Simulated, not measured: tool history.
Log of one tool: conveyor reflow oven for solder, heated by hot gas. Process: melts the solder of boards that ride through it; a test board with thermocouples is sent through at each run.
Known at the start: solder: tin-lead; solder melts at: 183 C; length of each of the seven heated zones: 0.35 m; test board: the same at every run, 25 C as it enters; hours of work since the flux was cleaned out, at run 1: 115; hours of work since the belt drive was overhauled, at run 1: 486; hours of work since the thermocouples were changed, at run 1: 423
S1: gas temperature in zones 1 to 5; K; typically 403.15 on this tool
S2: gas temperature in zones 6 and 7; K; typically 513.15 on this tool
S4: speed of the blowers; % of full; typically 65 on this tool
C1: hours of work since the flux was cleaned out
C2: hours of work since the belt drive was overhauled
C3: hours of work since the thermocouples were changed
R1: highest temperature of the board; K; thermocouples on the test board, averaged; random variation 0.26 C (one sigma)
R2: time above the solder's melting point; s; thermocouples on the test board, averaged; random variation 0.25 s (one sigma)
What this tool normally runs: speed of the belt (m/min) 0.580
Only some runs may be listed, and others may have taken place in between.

Run 1, day 0.000: usual settings; C1 115; C2 486; C3 423. Result: R1 495.75 K, R2 56.2 s.
Run 2, day 1.712: usual settings; C1 138; C2 509; C3 446. Result: R1 496.35 K, R2 55.8 s.
Run 3, day 3.150: usual settings; C1 158; C2 528; C3 465. Result: R1 496.45 K, R2 56.1 s.
Run 4, day 4.212: usual settings; C1 172; C2 543; C3 479. Result: R1 496.05 K, R2 56.4 s.
Run 5, day 5.800: usual settings; C1 193; C2 564; C3 501. Result: R1 495.95 K, R2 56.2 s.
Run 6, day 7.167: usual settings but S1 397.15 K; C1 212; C2 582; C3 519. Result: R1 494.75 K, R2 53.3 s.
Run 7, day 8.454: usual settings; C1 229; C2 600; C3 536. Result: R1 495.75 K, R2 55.7 s.
Run 8, day 9.875: usual settings but S2 507.15 K, speed of the belt (m/min) 0.561; C1 248; C2 619; C3 555. Result: R1 492.05 K, R2 54.9 s.
Run 9, day 11.004: usual settings but speed of the belt (m/min) 0.614; C1 263; C2 634; C3 570. Result: R1 493.85 K, R2 51.4 s.
Run 10, day 12.629: usual settings but speed of the belt (m/min) 0.614; C1 285; C2 656; C3 592. Result: R1 493.65 K, R2 51.4 s.
Run 11, day 13.608: usual settings but S2 517.15 K, speed of the belt (m/min) 0.606, S4 63 % of full; C1 298; C2 669; C3 605. Result: R1 496.65 K, R2 53.6 s.
Run 12, day 14.771: usual settings but S2 517.15 K, speed of the belt (m/min) 0.606, S4 63 % of full; C1 314; C2 684; C3 621. Result: R1 496.95 K, R2 53.9 s.
Run 13, day 15.488: usual settings but S1 418.15 K, S2 517.15 K, speed of the belt (m/min) 0.534, S4 63 % of full; C1 323; C2 694; C3 631. Result: R1 503.25 K, R2 70.9 s.

For some of the steps in R1 from one run to the next: how much would appear even if the tool had no hidden state, given the settings, what came in and random variation, and how much remains for the hidden state plus any gauge scatter that the measured result and the result without hidden state don't share?
The tool's hidden condition here consists of: heat that the gas passes to the board, % of a clean oven's; belt's true speed, % of the reading; true gas temperature in zones 6 and 7 over the reading, C; drift of the gauge itself on peak_c, C; drift of the gauge itself on liquid_s, %.
Run 8 -> 9: S2 507.15 -> 513.15, speed of the belt (m/min) 0.561 -> 0.614. R1 +1.80 K: hidden state -0.30, all else +2.10.
Run 12 -> 13: S1 403.15 -> 418.15, speed of the belt (m/min) 0.606 -> 0.534. R1 +6.30 K: hidden state +0.30, all else +6.00.

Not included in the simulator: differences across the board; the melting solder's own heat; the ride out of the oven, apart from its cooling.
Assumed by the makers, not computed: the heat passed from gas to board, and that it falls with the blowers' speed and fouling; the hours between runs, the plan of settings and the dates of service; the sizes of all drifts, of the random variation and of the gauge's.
